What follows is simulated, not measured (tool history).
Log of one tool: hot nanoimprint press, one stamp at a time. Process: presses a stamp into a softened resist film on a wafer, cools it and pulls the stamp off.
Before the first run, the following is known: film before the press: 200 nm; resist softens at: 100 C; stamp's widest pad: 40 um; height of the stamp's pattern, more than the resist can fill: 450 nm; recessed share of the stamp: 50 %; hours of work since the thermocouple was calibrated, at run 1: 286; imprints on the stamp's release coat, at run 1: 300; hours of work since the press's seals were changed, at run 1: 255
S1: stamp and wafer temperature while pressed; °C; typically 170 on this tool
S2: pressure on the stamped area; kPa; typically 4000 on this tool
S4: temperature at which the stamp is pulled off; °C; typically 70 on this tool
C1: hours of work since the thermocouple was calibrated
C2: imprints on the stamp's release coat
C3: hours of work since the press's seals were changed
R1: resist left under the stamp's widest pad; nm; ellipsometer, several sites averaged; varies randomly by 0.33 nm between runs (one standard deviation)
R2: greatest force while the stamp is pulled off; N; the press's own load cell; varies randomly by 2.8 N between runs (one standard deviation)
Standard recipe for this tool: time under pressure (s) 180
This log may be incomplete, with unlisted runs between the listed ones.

{"run": 1, "day": 0.0, "S1": 170, "S2": 4000, "time under pressure (s)": 180, "S4": 70, "C1": 286, "C2": 300, "C3": 255, "R1": 78.4, "R2": 129}
{"run": 2, "day": 1.062, "S1": 170, "S2": 4000, "time under pressure (s)": 180, "S4": 70, "C1": 301, "C2": 364, "C3": 270, "R1": 78.2, "R2": 135}
{"run": 3, "day": 1.829, "S1": 170, "S2": 4000, "time under pressure (s)": 197, "S4": 70, "C1": 312, "C2": 410, "C3": 281, "R1": 75.1, "R2": 129}
{"run": 4, "day": 2.871, "S1": 170, "S2": 4000, "time under pressure (s)": 197, "S4": 70, "C1": 327, "C2": 472, "C3": 296, "R1": 75.1, "R2": 136}
{"run": 5, "day": 3.533, "S1": 170, "S2": 4000, "time under pressure (s)": 197, "S4": 70, "C1": 337, "C2": 512, "C3": 306, "R1": 75.0, "R2": 134}
{"run": 6, "day": 4.762, "S1": 170, "S2": 4000, "time under pressure (s)": 180, "S4": 67, "C1": 354, "C2": 586, "C3": 324, "R1": 77.1, "R2": 144}
{"run": 7, "day": 5.667, "S1": 170, "S2": 4000, "time under pressure (s)": 180, "S4": 67, "C1": 367, "C2": 640, "C3": 337, "R1": 77.9, "R2": 147}
{"run": 8, "day": 6.871, "S1": 170, "S2": 4000, "time under pressure (s)": 180, "S4": 67, "C1": 385, "C2": 712, "C3": 354, "R1": 77.3, "R2": 147}
{"run": 9, "day": 7.746, "S1": 170, "S2": 2700, "time under pressure (s)": 180, "S4": 70, "C1": 397, "C2": 764, "C3": 367, "R1": 90.9, "R2": 134}
{"day": 8.412, "done": "plate thermocouple calibrated"}
{"run": 10, "day": 8.617, "S1": 170, "S2": 2700, "time under pressure (s)": 180, "S4": 70, "C1": 3, "C2": 809, "C3": 377, "R1": 89.1, "R2": 135}
{"run": 11, "day": 9.317, "S1": 170, "S2": 2700, "time under pressure (s)": 180, "S4": 70, "C1": 13, "C2": 851, "C3": 387, "R1": 89.7, "R2": 134}
{"run": 12, "day": 10.062, "S1": 170, "S2": 2860, "time under pressure (s)": 180, "S4": 70, "C1": 24, "C2": 896, "C3": 398, "R1": 87.1, "R2": 140}
{"run": 13, "day": 11.121, "S1": 170, "S2": 4000, "time under pressure (s)": 180, "S4": 70, "C1": 39, "C2": 959, "C3": 413, "R1": 75.2, "R2": 135}
{"run": 14, "day": 11.771, "S1": 170, "S2": 4000, "time under pressure (s)": 180, "S4": 70, "C1": 48, "C2": 998, "C3": 423, "R1": 75.3, "R2": 141}
{"run": 15, "day": 12.308, "S1": 170, "S2": 4000, "time under pressure (s)": 180, "S4": 70, "C1": 56, "C2": 1030, "C3": 430, "R1": 75.7, "R2": 137}
{"run": 16, "day": 13.246, "S1": 170, "S2": 4000, "time under pressure (s)": 180, "S4": 70, "C1": 70, "C2": 1086, "C3": 444, "R1": 74.9, "R2": 139}
{"day": 13.679, "done": "plate thermocouple calibrated, once more"}
{"run": 17, "day": 14.183, "S1": 170, "S2": 4000, "time under pressure (s)": 180, "S4": 59, "C1": 7, "C2": 1135, "C3": 455, "R1": 80.1, "R2": 175}
{"run": 18, "day": 14.7, "S1": 170, "S2": 4000, "time under pressure (s)": 180, "S4": 59, "C1": 15, "C2": 1166, "C3": 463, "R1": 80.0, "R2": 176}
{"run": 19, "day": 15.858, "S1": 170, "S2": 4870, "time under pressure (s)": 308, "S4": 59, "C1": 31, "C2": 1235, "C3": 480, "R1": 58.2, "R2": 173}
{"run": 20, "day": 16.971, "S1": 170, "S2": 4870, "time under pressure (s)": 308, "S4": 59, "C1": 47, "C2": 1302, "C3": 496, "R1": 58.5, "R2": 171}
{"run": 21, "day": 17.738, "S1": 170, "S2": 5730, "time under pressure (s)": 224, "S4": 70, "C1": 58, "C2": 1348, "C3": 507, "R1": 62.0, "R2": 145}
{"run": 22, "day": 18.688, "S1": 170, "S2": 5730, "time under pressure (s)": 224, "S4": 70, "C1": 72, "C2": 1405, "C3": 520, "R1": 61.4, "R2": 146}
{"run": 23, "day": 19.2, "S1": 170, "S2": 3010, "time under pressure (s)": 142, "S4": 75, "C1": 79, "C2": 1435, "C3": 528, "R1": 97.5, "R2": 128}
{"run": 24, "day": 19.738, "S1": 170, "S2": 3010, "time under pressure (s)": 187, "S4": 60, "C1": 87, "C2": 1467, "C3": 535, "R1": 87.9, "R2": 175}
{"run": 25, "day": 20.325, "S1": 167, "S2": 2850, "time under pressure (s)": 358, "S4": 70, "C1": 95, "C2": 1503, "C3": 544, "R1": 78.8, "R2": 143}
{"run": 26, "day": 21.579, "S1": 170, "S2": 5560, "time under pressure (s)": 180, "S4": 70, "C1": 114, "C2": 1578, "C3": 562, "R1": 68.6, "R2": 147}
{"run": 27, "day": 22.267, "S1": 172, "S2": 3240, "time under pressure (s)": 161, "S4": 70, "C1": 123, "C2": 1619, "C3": 572, "R1": 83.2, "R2": 155}
{"run": 28, "day": 22.9, "S1": 160, "S2": 3240, "time under pressure (s)": 97, "S4": 70, "C1": 133, "C2": 1657, "C3": 581, "R1": 151.9, "R2": 147}
{"run": 29, "day": 23.888, "S1": 160, "S2": 3240, "time under pressure (s)": 97, "S4": 70, "C1": 147, "C2": 1716, "C3": 595, "R1": 151.3, "R2": 145}

Alternative continuations, all from the tool just after run 29; predict every row:
{"run": "A", "day": 24.729, "S1": 161, "S2": 3530, "time under pressure (s)": 180, "S4": 70, "C1": 159, "C2": 1767, "C3": 607, "R1": "?", "R2": "?"}
{"run": "B", "day": 24.729, "S1": 173, "S2": 4000, "time under pressure (s)": 180, "S4": 70, "C1": 159, "C2": 1767, "C3": 607, "R1": "?", "R2": "?"}
{"run": "C", "day": 24.729, "S1": 170, "S2": 4000, "time under pressure (s)": 180, "S4": 76, "C1": 159, "C2": 1767, "C3": 607, "R1": "?", "R2": "?"}

run=A R1=121.2 R2=149
run=B R1=69.7 R2=150
run=C R1=78.6 R2=135
Take away the tool's hidden state, keep each run's random variation, and the runs would have read:
run=A R1=122.4 R2=129
run=B R1=70.4 R2=130
run=C R1=79.3 R2=117

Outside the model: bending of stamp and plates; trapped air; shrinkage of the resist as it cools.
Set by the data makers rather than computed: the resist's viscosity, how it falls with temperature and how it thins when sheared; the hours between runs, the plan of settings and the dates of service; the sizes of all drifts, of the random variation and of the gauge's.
